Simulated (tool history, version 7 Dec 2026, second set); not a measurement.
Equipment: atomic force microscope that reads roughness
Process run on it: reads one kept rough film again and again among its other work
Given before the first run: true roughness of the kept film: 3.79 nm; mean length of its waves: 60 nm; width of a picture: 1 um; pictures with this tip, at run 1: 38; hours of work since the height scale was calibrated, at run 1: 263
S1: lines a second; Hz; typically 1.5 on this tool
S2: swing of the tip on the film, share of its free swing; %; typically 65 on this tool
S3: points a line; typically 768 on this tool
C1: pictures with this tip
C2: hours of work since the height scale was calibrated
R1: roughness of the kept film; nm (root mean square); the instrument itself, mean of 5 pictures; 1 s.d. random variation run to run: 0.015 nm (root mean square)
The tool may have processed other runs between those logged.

run 1 hour=0 | S1=1.5 S2=65 S3=768 | C1=38 C2=263 | R1=3.326
run 2 hour=18.2 | S1=1.5 S2=65 S3=768 | C1=80 C2=275 | R1=3.282
-- hour=35.4 new tip fitted
run 3 hour=39.4 | S1=1.5 S2=65 S3=768 | C1=9 C2=289 | R1=3.465
run 4 hour=57.7 | S1=1.5 S2=65 S3=768 | C1=51 C2=301 | R1=3.347
run 5 hour=81.7 | S1=1.98 S2=65 S3=768 | C1=105 C2=317 | R1=3.153
-- hour=86.5 new tip fitted
run 6 hour=94.5 | S1=1.98 S2=65 S3=768 | C1=18 C2=325 | R1=3.366
run 7 hour=113.9 | S1=1.98 S2=65 S3=768 | C1=62 C2=338 | R1=3.227
run 8 hour=136.1 | S1=1.98 S2=65 S3=768 | C1=112 C2=352 | R1=3.148
-- hour=138.8 new tip fitted
run 9 hour=148.8 | S1=1.98 S2=65 S3=768 | C1=23 C2=360 | R1=3.361
run 10 hour=166.3 | S1=1.47 S2=65 S3=768 | C1=62 C2=372 | R1=3.351
run 11 hour=187.2 | S1=1.47 S2=65 S3=768 | C1=110 C2=385 | R1=3.223
-- hour=190.8 new tip fitted
run 12 hour=201.4 | S1=1.47 S2=65 S3=768 | C1=25 C2=394 | R1=3.422
run 13 hour=220.5 | S1=1.47 S2=65 S3=768 | C1=68 C2=407 | R1=3.314
run 14 hour=234.5 | S1=1.5 S2=65 S3=768 | C1=100 C2=416 | R1=3.201
-- hour=242.9 new tip fitted
run 15 hour=246.6 | S1=1.74 S2=65 S3=768 | C1=9 C2=424 | R1=3.421
run 16 hour=270.1 | S1=1.5 S2=65 S3=768 | C1=62 C2=439 | R1=3.343
run 17 hour=283.4 | S1=1.5 S2=65 S3=768 | C1=92 C2=448 | R1=3.268
-- hour=294 new tip fitted
run 18 hour=305.1 | S1=1.5 S2=65 S3=768 | C1=25 C2=462 | R1=3.398
run 19 hour=328.4 | S1=1.5 S2=85 S3=768 | C1=78 C2=477 | R1=2.97
-- hour=346.2 new tip fitted
run 20 hour=347.4 | S1=1.5 S2=65 S3=768 | C1=3 C2=489 | R1=3.446
run 21 hour=372.6 | S1=1.5 S2=65 S3=768 | C1=60 C2=506 | R1=3.309
run 22 hour=390.8 | S1=1.5 S2=65 S3=553 | C1=101 C2=518 | R1=3.187
-- hour=398.4 new tip fitted
run 23 hour=411.8 | S1=0.91 S2=65 S3=553 | C1=30 C2=531 | R1=3.483
run 24 hour=431.2 | S1=0.91 S2=65 S3=553 | C1=74 C2=544 | R1=3.348
-- hour=449.6 new tip fitted
run 25 hour=452.6 | S1=1.5 S2=60 S3=431 | C1=6 C2=558 | R1=3.496
run 26 hour=463 | S1=1.5 S2=64 S3=452 | C1=30 C2=564 | R1=3.38
run 27 hour=480.1 | S1=0.52 S2=66 S3=853 | C1=68 C2=576 | R1=3.407
run 28 hour=497.6 | S1=1.52 S2=65 S3=890 | C1=108 C2=587 | R1=3.215

Run 29 has not been measured yet. What should we expect?
-- hour=500.7 new tip fitted
run 29 hour=519.1 | S1=0.62 S2=69 S3=975 | C1=42 C2=601 | R1=?

Run 29 gave R1 3.447 nm (root mean square).
On a tool with no hidden condition, and with the same random variation, this run would have come out at R1 3.583 nm (root mean square).
